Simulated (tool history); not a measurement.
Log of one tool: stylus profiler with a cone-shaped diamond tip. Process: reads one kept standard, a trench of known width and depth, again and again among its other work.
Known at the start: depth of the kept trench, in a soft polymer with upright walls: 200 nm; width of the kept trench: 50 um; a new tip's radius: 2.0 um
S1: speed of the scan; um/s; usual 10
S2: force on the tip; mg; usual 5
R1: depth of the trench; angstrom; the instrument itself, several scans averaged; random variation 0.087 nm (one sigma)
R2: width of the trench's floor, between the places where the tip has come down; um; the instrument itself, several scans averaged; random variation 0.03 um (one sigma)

| run | hour | S1 | S2 | R1 | R2 |
|---|---|---|---|---|---|
| 1 | 0 | 10 | 5 | 2054.4 | 48.02 |
| 2 | 23.6 | 10 | 5 | 2055.9 | 48.08 |
| 3 | 45.6 | 10 | 5 | 2055.9 | 48.03 |
| 4 | 74.5 | 10 | 5 | 2056.3 | 48.03 |
| 5 | 92.9 | 10 | 5 | 2057.1 | 48 |
| 6 | 123.2 | 10 | 5 | 2057.4 | 47.96 |
| 7 | 152.3 | 10 | 5 | 2055.2 | 48 |
| 8 | 176.8 | 10 | 4.44 | 2050.8 | 47.96 |
| 9 | 192 | 10 | 4.44 | 2052.1 | 48.05 |
| 10 | 208.3 | 10 | 4.44 | 2052.4 | 47.97 |
| 11 | 230.8 | 10 | 5 | 2057.1 | 47.92 |
| 12 | 255.1 | 10 | 5 | 2056.8 | 47.92 |
| 13 | 272.3 | 10 | 5 | 2056.4 | 47.96 |
| 14 | 291.6 | 10 | 5 | 2056.5 | 47.97 |
| 15 | 317.4 | 10 | 5 | 2056 | 47.94 |
| 16 | 336.9 | 10 | 5 | 2056.4 | 47.96 |
| 17 | 366.6 | 10 | 7.11 | 2071.4 | 47.98 |
| 18 | 389.1 | 10 | 7.11 | 2072.9 | 47.97 |
| 19 | 420.7 | 10 | 7.11 | 2071.4 | 47.92 |
| 20 | 444.9 | 12 | 5 | 2057.2 | 47.93 |
| 21 | 472.9 | 12 | 5 | 2057.2 | 47.89 |
| 22 | 497.8 | 12 | 5 | 2058.5 | 47.85 |
| 23 | 513.7 | 2 | 5 | 2057.6 | 47.89 |
| 24 | 542.3 | 2 | 5 | 2055.2 | 47.89 |
| 25 | 566.2 | 29 | 12.67 | 2105.7 | 47.87 |
| 26 | 589.7 | 29 | 12.67 | 2104 | 47.84 |
| 27 | 617.8 | 22 | 8.07 | 2079.7 | 47.82 |
| 28 | 634.2 | 20 | 1.69 | 2027.4 | 47.83 |
| 29 | 647.9 | 20 | 1.69 | 2028.1 | 47.79 |
| 30 | 679.6 | 33 | 3.41 | 2045.3 | 47.72 |
| 31 | 703.6 | 33 | 3.41 | 2043.6 | 47.72 |
| 32 | 721.9 | 10 | 3.49 | 2043.5 | 47.82 |
| 33 | 738.3 | 11 | 11.32 | 2098 | 47.84 |
| 34 | 754.4 | 3 | 1.99 | 2031.7 | 47.83 |
| 35 | 780.3 | 24 | 14.55 | 2115.4 | 47.83 |
| 36 | 795.1 | 19 | 14.55 | 2114.8 | 47.74 |
| 37 | 824.2 | 27 | 5 | 2057.6 | 47.72 |
| 38 | 840.7 | 8 | 13.42 | 2109.2 | 47.83 |
| 39 | 869.7 | 36 | 1.84 | 2030.5 | 47.58 |
| 40 | 887.9 | 36 | 1.84 | 2031.8 | 47.68 |
| 41 | 916.8 | 2 | 1.78 | 2031.5 | 47.76 |
| 42 | 940.8 | 2 | 1.78 | 2029.5 | 47.75 |
| 43 | 956 | 6 | 13.76 | 2113.6 | 47.77 |
| 44 | 975.8 | 15 | 3.25 | 2043.8 | 47.8 |
| 45 | 1003.8 | 15 | 3.25 | 2042.7 | 47.72 |
| 46 | 1018.9 | 15 | 3.25 | 2044 | 47.76 |
| 47 | 1040.7 | 15 | 3.25 | 2043.8 | 47.72 |

Some steps in R1 between neighbouring runs. How much of each would the tool show without its hidden state too (settings, what came in, random variation), and how much is left for the hidden state, with any gauge scatter that isn't in both results?
The hidden state here: radius of the tip, um; height scale over the true one, %; drift of the gauge itself on depth_nm, %; drift of the gauge itself on floor_um, %.
Run 2 -> 3: no setting changed, nothing entered. R1 +0 angstrom: hidden state +0.1, all else -0.1.
Run 3 -> 4: no setting changed, nothing entered. R1 +0.4 angstrom: hidden state +0.1, all else +0.3.
Run 5 -> 6: no setting changed, nothing entered. R1 +0.3 angstrom: hidden state +0.1, all else +0.2.
Run 34 -> 35: S1 3 -> 24, S2 1.99 -> 14.55. R1 +83.7 angstrom: hidden state +0.1, all else +83.6.
Run 38 -> 39: S1 8 -> 36, S2 13.42 -> 1.84. R1 -78.7 angstrom: hidden state +0.1, all else -78.8.
Run 42 -> 43: S1 2 -> 6, S2 1.78 -> 13.76. R1 +84.1 angstrom: hidden state +0.1, all else +84.

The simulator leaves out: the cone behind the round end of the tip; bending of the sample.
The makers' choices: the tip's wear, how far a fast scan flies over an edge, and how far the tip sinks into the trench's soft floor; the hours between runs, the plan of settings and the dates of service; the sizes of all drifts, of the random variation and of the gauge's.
